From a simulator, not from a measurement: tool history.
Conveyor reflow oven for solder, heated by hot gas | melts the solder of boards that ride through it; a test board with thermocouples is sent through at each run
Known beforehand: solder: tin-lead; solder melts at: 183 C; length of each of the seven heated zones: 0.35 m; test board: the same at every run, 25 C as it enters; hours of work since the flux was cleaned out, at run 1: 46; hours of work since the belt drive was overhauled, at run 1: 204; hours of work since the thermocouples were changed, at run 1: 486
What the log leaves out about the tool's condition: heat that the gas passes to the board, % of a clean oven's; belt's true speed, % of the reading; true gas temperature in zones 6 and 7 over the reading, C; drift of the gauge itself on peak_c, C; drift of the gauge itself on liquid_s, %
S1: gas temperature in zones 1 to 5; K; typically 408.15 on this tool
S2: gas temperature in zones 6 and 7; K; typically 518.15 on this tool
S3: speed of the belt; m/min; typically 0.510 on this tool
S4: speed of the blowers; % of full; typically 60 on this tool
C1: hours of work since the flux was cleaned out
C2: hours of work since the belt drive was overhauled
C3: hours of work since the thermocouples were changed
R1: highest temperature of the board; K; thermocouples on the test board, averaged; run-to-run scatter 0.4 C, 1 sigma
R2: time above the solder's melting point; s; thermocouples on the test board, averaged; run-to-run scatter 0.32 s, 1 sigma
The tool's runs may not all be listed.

run 1 hour=0.0 | S1=408.15 S2=518.15 S3=0.510 S4=60 | C1=46 C2=204 C3=486 | R1=499.85 R2=66.6
run 2 hour=70.7 | S1=408.15 S2=518.15 S3=0.510 S4=60 | C1=100 C2=259 C3=540 | R1=499.05 R2=67.1
run 3 hour=122.9 | S1=408.15 S2=518.15 S3=0.510 S4=64 | C1=141 C2=299 C3=581 | R1=500.85 R2=68.0
run 4 hour=198.6 | S1=408.15 S2=518.15 S3=0.510 S4=64 | C1=200 C2=358 C3=640 | R1=500.55 R2=67.5
run 5 hour=258.6 | S1=408.15 S2=518.15 S3=0.510 S4=64 | C1=246 C2=404 C3=686 | R1=500.25 R2=67.4
run 6 hour=329.5 | S1=408.15 S2=518.15 S3=0.510 S4=64 | C1=301 C2=459 C3=741 | R1=500.35 R2=67.8
-- hour=381.5 flux residue cleaned out of gas plates and filters
run 7 hour=402.8 | S1=397.15 S2=529.15 S3=0.441 S4=78 | C1=17 C2=512 C3=794 | R1=516.75 R2=85.3

For run 8, what comes out?
run 8 hour=479.8 | S1=408.15 S2=518.15 S3=0.585 S4=60 | C1=76 C2=572 C3=854 | R1=? R2=?

Logged for run 8: R1 494.75 K, R2 54.4 s.
The same run, on a tool lacking any hidden state, would have yielded R1 494.65 K, R2 54.3 s.

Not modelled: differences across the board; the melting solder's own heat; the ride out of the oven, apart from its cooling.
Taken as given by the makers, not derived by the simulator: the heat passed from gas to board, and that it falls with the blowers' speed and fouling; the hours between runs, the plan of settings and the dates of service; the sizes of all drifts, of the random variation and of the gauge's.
